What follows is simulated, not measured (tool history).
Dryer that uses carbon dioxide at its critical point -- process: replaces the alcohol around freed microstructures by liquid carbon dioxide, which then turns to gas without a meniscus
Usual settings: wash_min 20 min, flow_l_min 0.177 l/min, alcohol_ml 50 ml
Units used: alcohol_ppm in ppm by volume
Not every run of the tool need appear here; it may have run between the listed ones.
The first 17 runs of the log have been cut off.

run   hour  wash_min  flow_l_min  alcohol_ml  alcohol_ppm
 18  141.5        20       0.177          34          631
 19  147.9        20       0.177          34          629
 20  154.9        20       0.128          34         2085
 21  164.3        20       0.177          27          539
 22  176.4        20        0.22          50          361
 23  183.2        20       0.205          50          496
 24  189.2        20       0.147          46         1803
 25  194.8        20       0.147          46         1809
 26  204.3        20       0.258          66          238
 27  214.4        20       0.285          80          186
     225.7  -- inlet filter changed
 28  227.3        13        0.25          24          376
 29  237.6        17       0.254          42          192
 30  248.6        17       0.254          42          192
 31    257        18       0.143          23          855
 32  265.3        18       0.143          23          855
 33  271.1        18       0.143          23          859
 34  277.6        18       0.143          23          866
 35  287.1        25       0.114          88         1947
 36  293.5        12       0.177          26         1932
 37  305.3        20       0.251          50          158
 38  314.4        20       0.251         106          195
 39  324.4        29       0.294          50          116
 40  334.9        18       0.116          62         4673
 41  347.2        20       0.149          50         1061

Run 42 has not been measured yet. What should we expect?
 42   356        20       0.149          50            ?

Run 42 yielded alcohol_ppm 1029 ppm by volume.
With no hidden state in the tool, this same run would have given alcohol_ppm 774 ppm by volume.
